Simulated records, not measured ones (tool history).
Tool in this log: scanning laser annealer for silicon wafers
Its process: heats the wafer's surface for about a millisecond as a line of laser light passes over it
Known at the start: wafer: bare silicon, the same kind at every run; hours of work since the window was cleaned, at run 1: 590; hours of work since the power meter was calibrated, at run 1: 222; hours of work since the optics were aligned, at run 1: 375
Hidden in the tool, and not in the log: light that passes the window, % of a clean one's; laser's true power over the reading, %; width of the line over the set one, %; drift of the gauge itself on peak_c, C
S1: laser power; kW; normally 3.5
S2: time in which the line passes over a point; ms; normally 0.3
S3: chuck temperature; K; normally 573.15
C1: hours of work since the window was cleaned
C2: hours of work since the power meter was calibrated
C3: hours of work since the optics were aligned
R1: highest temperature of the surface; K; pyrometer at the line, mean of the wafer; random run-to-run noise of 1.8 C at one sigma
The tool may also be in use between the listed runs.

run 1 hour=0 | S1=3.5 S2=0.3 S3=573.15 | C1=590 C2=222 C3=375 | R1=1251.15
run 2 hour=23.2 | S1=3.5 S2=0.3 S3=573.15 | C1=607 C2=239 C3=392 | R1=1249.15
run 3 hour=55 | S1=3.5 S2=0.3 S3=573.15 | C1=630 C2=262 C3=415 | R1=1249.15
run 4 hour=88.8 | S1=3.5 S2=0.3 S3=573.15 | C1=655 C2=287 C3=440 | R1=1244.15
run 5 hour=125 | S1=3.5 S2=0.3 S3=573.15 | C1=681 C2=313 C3=466 | R1=1243.15
run 6 hour=165.2 | S1=3.5 S2=0.249 S3=573.15 | C1=710 C2=343 C3=496 | R1=1190.15
run 7 hour=187.7 | S1=3.5 S2=0.249 S3=573.15 | C1=727 C2=359 C3=512 | R1=1187.15
run 8 hour=228.3 | S1=3.798 S2=0.3 S3=573.15 | C1=756 C2=389 C3=542 | R1=1311.15
run 9 hour=256.1 | S1=3.5 S2=0.213 S3=573.15 | C1=777 C2=409 C3=562 | R1=1141.15
run 10 hour=290.3 | S1=3.5 S2=0.213 S3=573.15 | C1=802 C2=434 C3=587 | R1=1140.15
run 11 hour=329.1 | S1=3.5 S2=0.213 S3=573.15 | C1=830 C2=462 C3=615 | R1=1136.15
run 12 hour=374 | S1=3.5 S2=0.213 S3=573.15 | C1=863 C2=495 C3=648 | R1=1134.15
run 13 hour=415.1 | S1=3.5 S2=0.3 S3=573.15 | C1=893 C2=525 C3=678 | R1=1231.15
run 14 hour=464.4 | S1=3.5 S2=0.3 S3=607.15 | C1=929 C2=561 C3=714 | R1=1267.15
run 15 hour=495.2 | S1=3.5 S2=0.3 S3=607.15 | C1=951 C2=583 C3=736 | R1=1266.15
run 16 hour=521 | S1=3.5 S2=0.3 S3=607.15 | C1=970 C2=602 C3=755 | R1=1263.15
-- hour=556.9 window over the wafer cleaned
run 17 hour=563 | S1=3.5 S2=0.3 S3=607.15 | C1=4 C2=631 C3=784 | R1=1307.15
run 18 hour=613.1 | S1=3.5 S2=0.3 S3=607.15 | C1=41 C2=668 C3=821 | R1=1307.15
run 19 hour=644.5 | S1=3.5 S2=0.304 S3=573.15 | C1=64 C2=691 C3=844 | R1=1276.15
run 20 hour=685.9 | S1=3.293 S2=0.234 S3=598.15 | C1=94 C2=721 C3=874 | R1=1171.15
run 21 hour=725.9 | S1=3.037 S2=0.266 S3=539.15 | C1=123 C2=750 C3=903 | R1=1095.15
run 22 hour=752.3 | S1=3.037 S2=0.376 S3=553.15 | C1=142 C2=769 C3=922 | R1=1204.15
run 23 hour=785.5 | S1=3.36 S2=0.376 S3=598.15 | C1=167 C2=793 C3=946 | R1=1332.15
run 24 hour=817.9 | S1=3.831 S2=0.376 S3=607.15 | C1=190 C2=817 C3=970 | R1=1462.15
run 25 hour=852.2 | S1=3.379 S2=0.268 S3=583.15 | C1=215 C2=842 C3=995 | R1=1208.15
run 26 hour=903.1 | S1=3.379 S2=0.249 S3=571.15 | C1=252 C2=879 C3=1032 | R1=1171.15
run 27 hour=939.9 | S1=3.439 S2=0.315 S3=571.15 | C1=279 C2=906 C3=1059 | R1=1257.15
run 28 hour=973 | S1=3.583 S2=0.234 S3=539.15 | C1=303 C2=930 C3=1083 | R1=1162.15
run 29 hour=1005.7 | S1=3.721 S2=0.29 S3=539.15 | C1=327 C2=954 C3=1107 | R1=1261.15
run 30 hour=1052 | S1=3.721 S2=0.29 S3=539.15 | C1=361 C2=988 C3=1141 | R1=1260.15
run 31 hour=1103.7 | S1=3.03 S2=0.358 S3=585.15 | C1=399 C2=1025 C3=1178 | R1=1208.15
run 32 hour=1132.2 | S1=3.793 S2=0.216 S3=602.15 | C1=419 C2=1046 C3=1199 | R1=1240.15
run 33 hour=1166.5 | S1=3.793 S2=0.266 S3=602.15 | C1=444 C2=1071 C3=1224 | R1=1304.15
run 34 hour=1205.7 | S1=3.534 S2=0.213 S3=566.15 | C1=473 C2=1100 C3=1253 | R1=1142.15
run 35 hour=1232.3 | S1=3.534 S2=0.213 S3=566.15 | C1=492 C2=1119 C3=1272 | R1=1143.15
run 36 hour=1266.8 | S1=3.534 S2=0.213 S3=566.15 | C1=518 C2=1144 C3=1297 | R1=1143.15
run 37 hour=1294.5 | S1=3.009 S2=0.358 S3=536.15 | C1=538 C2=1165 C3=1318 | R1=1151.15

Hidden state at the last listed run before each entry between runs and at the first one after, where it differs:
Logged between run 16 and run 17: window over the wafer cleaned (hour 556.9)
  light that passes the window, % of a clean one's: 94.55 -> 99.84; laser's true power over the reading, %: 0.44 -> 0.45; width of the line over the set one, %: 2.42 -> 2.49
  measured minus no-state result, R1: -53 -> -10 K
